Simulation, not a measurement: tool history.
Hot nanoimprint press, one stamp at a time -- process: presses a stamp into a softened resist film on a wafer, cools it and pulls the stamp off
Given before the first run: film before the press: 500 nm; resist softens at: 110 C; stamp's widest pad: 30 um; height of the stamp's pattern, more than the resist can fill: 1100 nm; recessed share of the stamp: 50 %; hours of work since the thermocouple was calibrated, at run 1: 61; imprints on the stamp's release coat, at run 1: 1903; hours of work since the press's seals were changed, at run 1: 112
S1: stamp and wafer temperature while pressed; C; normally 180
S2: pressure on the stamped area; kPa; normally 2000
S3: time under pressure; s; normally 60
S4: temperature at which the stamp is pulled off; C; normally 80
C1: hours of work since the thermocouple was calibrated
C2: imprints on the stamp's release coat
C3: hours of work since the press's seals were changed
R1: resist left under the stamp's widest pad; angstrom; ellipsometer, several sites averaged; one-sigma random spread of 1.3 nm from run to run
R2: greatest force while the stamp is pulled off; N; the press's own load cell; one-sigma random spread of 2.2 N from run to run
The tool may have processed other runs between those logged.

{"run": 1, "hour": 0.0, "S1": 180, "S2": 2000, "S3": 60, "S4": 80, "C1": 61, "C2": 1903, "C3": 112, "R1": 2093, "R2": 138}
{"run": 2, "hour": 9.7, "S1": 180, "S2": 2000, "S3": 60, "S4": 80, "C1": 68, "C2": 1932, "C3": 120, "R1": 2096, "R2": 147}
{"run": 3, "hour": 15.8, "S1": 180, "S2": 2000, "S3": 60, "S4": 80, "C1": 73, "C2": 1951, "C3": 124, "R1": 2072, "R2": 146}
{"run": 4, "hour": 24.8, "S1": 180, "S2": 2000, "S3": 60, "S4": 80, "C1": 80, "C2": 1978, "C3": 131, "R1": 2062, "R2": 144}
{"run": 5, "hour": 31.7, "S1": 180, "S2": 2000, "S3": 60, "S4": 81, "C1": 85, "C2": 1999, "C3": 137, "R1": 2096, "R2": 145}
{"run": 6, "hour": 41.9, "S1": 180, "S2": 2000, "S3": 60, "S4": 81, "C1": 93, "C2": 2030, "C3": 145, "R1": 2064, "R2": 143}
{"run": 7, "hour": 52.7, "S1": 180, "S2": 2000, "S3": 60, "S4": 81, "C1": 102, "C2": 2062, "C3": 153, "R1": 2073, "R2": 144}
{"run": 8, "hour": 59.1, "S1": 180, "S2": 2000, "S3": 60, "S4": 80, "C1": 107, "C2": 2082, "C3": 158, "R1": 2059, "R2": 143}
{"run": 9, "hour": 65.3, "S1": 174, "S2": 2000, "S3": 60, "S4": 80, "C1": 112, "C2": 2100, "C3": 163, "R1": 2528, "R2": 148}
{"run": 10, "hour": 75.5, "S1": 180, "S2": 2000, "S3": 60, "S4": 80, "C1": 120, "C2": 2132, "C3": 171, "R1": 2052, "R2": 146}
{"run": 11, "hour": 81.7, "S1": 180, "S2": 2000, "S3": 60, "S4": 76, "C1": 125, "C2": 2150, "C3": 176, "R1": 2059, "R2": 169}
{"run": 12, "hour": 86.5, "S1": 180, "S2": 2000, "S3": 60, "S4": 76, "C1": 128, "C2": 2165, "C3": 180, "R1": 2077, "R2": 165}
{"run": 13, "hour": 95.8, "S1": 180, "S2": 2000, "S3": 60, "S4": 80, "C1": 136, "C2": 2193, "C3": 187, "R1": 2048, "R2": 148}
{"run": 14, "hour": 101.8, "S1": 180, "S2": 2000, "S3": 60, "S4": 80, "C1": 140, "C2": 2211, "C3": 192, "R1": 2061, "R2": 150}
{"run": 15, "hour": 109.1, "S1": 180, "S2": 2000, "S3": 60, "S4": 80, "C1": 146, "C2": 2233, "C3": 197, "R1": 2083, "R2": 152}
{"run": 16, "hour": 118.7, "S1": 180, "S2": 2000, "S3": 60, "S4": 80, "C1": 154, "C2": 2262, "C3": 205, "R1": 2094, "R2": 156}
{"run": 17, "hour": 129.5, "S1": 180, "S2": 2000, "S3": 60, "S4": 80, "C1": 162, "C2": 2295, "C3": 213, "R1": 2047, "R2": 147}
{"run": 18, "hour": 137.6, "S1": 180, "S2": 2000, "S3": 60, "S4": 80, "C1": 168, "C2": 2319, "C3": 220, "R1": 2045, "R2": 152}
{"run": 19, "hour": 144.8, "S1": 180, "S2": 2000, "S3": 60, "S4": 70, "C1": 174, "C2": 2341, "C3": 225, "R1": 2053, "R2": 188}
{"run": 20, "hour": 151.1, "S1": 180, "S2": 1720, "S3": 60, "S4": 80, "C1": 179, "C2": 2360, "C3": 230, "R1": 2215, "R2": 149}
{"hour": 164.0, "done": "stamp cleaned and given a new release coat"}
{"run": 21, "hour": 164.3, "S1": 180, "S2": 1720, "S3": 60, "S4": 80, "C1": 185, "C2": 1, "C3": 236, "R1": 2240, "R2": 99}
{"run": 22, "hour": 172.4, "S1": 180, "S2": 1990, "S3": 59, "S4": 80, "C1": 191, "C2": 26, "C3": 242, "R1": 2052, "R2": 102}
{"run": 23, "hour": 180.8, "S1": 180, "S2": 1990, "S3": 59, "S4": 80, "C1": 197, "C2": 51, "C3": 249, "R1": 2077, "R2": 100}
{"run": 24, "hour": 189.8, "S1": 188, "S2": 1990, "S3": 59, "S4": 73, "C1": 204, "C2": 78, "C3": 256, "R1": 1618, "R2": 117}

Estimate the outcome of run 25 from the log above:
{"run": 25, "hour": 196.8, "S1": 180, "S2": 1630, "S3": 60, "S4": 78, "C1": 210, "C2": 99, "C3": 261, "R1": "?", "R2": "?"}

R1: 2294 angstrom
R2: 105 N
With the hidden condition absent and the run-to-run variation left alone, this run would have shown R1 2338 angstrom, R2 106 N.
